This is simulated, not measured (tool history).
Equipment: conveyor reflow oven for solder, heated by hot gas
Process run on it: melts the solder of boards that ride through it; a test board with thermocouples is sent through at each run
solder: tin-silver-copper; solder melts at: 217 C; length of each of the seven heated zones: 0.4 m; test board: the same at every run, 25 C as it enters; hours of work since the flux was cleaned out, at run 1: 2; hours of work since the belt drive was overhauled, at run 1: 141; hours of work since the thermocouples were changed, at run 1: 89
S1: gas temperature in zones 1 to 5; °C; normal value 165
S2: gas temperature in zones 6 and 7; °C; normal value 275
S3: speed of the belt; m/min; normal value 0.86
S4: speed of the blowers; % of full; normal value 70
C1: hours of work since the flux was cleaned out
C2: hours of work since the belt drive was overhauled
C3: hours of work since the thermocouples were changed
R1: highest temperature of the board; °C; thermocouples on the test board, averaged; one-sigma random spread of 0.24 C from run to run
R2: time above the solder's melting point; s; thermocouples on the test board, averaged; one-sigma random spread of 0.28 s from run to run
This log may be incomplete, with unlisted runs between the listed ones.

| run | hour | S1 | S2 | S3 | S4 | C1 | C2 | C3 | R1 | R2 |
|---|---|---|---|---|---|---|---|---|---|---|
| 1 | 0 | 165 | 275 | 0.86 | 70 | 2 | 141 | 89 | 257 | 42.4 |
| 2 | 37 | 165 | 275 | 0.86 | 70 | 18 | 157 | 105 | 256.8 | 42.6 |
| 3 | 65.3 | 177 | 275 | 0.86 | 70 | 30 | 169 | 117 | 259.3 | 46 |
| 4 | 91.9 | 165 | 281 | 0.86 | 70 | 41 | 180 | 128 | 262.3 | 44.5 |
| 5 | 116.4 | 165 | 281 | 0.86 | 70 | 52 | 190 | 139 | 262.4 | 44.5 |
| 6 | 136.1 | 165 | 275 | 0.86 | 70 | 60 | 199 | 147 | 256.7 | 42 |
| 7 | 168.1 | 165 | 275 | 1.018 | 70 | 74 | 213 | 161 | 250.2 | 31.1 |
| 8 | 201.5 | 165 | 275 | 1.01 | 69 | 88 | 227 | 175 | 249.7 | 31.4 |
| 9 | 219.7 | 165 | 264 | 0.69 | 69 | 96 | 235 | 183 | 252.8 | 52.3 |
| 10 | 246.8 | 165 | 266 | 0.86 | 71 | 107 | 246 | 194 | 249.3 | 37.7 |
| 11 | 281 | 168 | 283 | 0.757 | 70 | 122 | 261 | 209 | 268.9 | 54.7 |

Here are 3 independent what-if runs from the current tool condition. What would each one return?
| A | 317.7 | 165 | 284 | 0.902 | 51 | 137 | 276 | 224 | ? | ? |
| B | 317.7 | 168 | 283 | 0.757 | 80 | 137 | 276 | 224 | ? | ? |
| C | 317.7 | 178 | 284 | 0.853 | 70 | 137 | 276 | 224 | ? | ? |

| run | R1 | R2 |
|---|---|---|
| A | 256.4 | 38.1 |
| B | 270.4 | 55.2 |
| C | 267 | 49.8 |
With the hidden condition removed and each run's random variation left untouched, the same runs would have given:
| run | R1 | R2 |
|---|---|---|
| A | 257.3 | 38.4 |
| B | 271.2 | 55.2 |
| C | 267.9 | 49.8 |
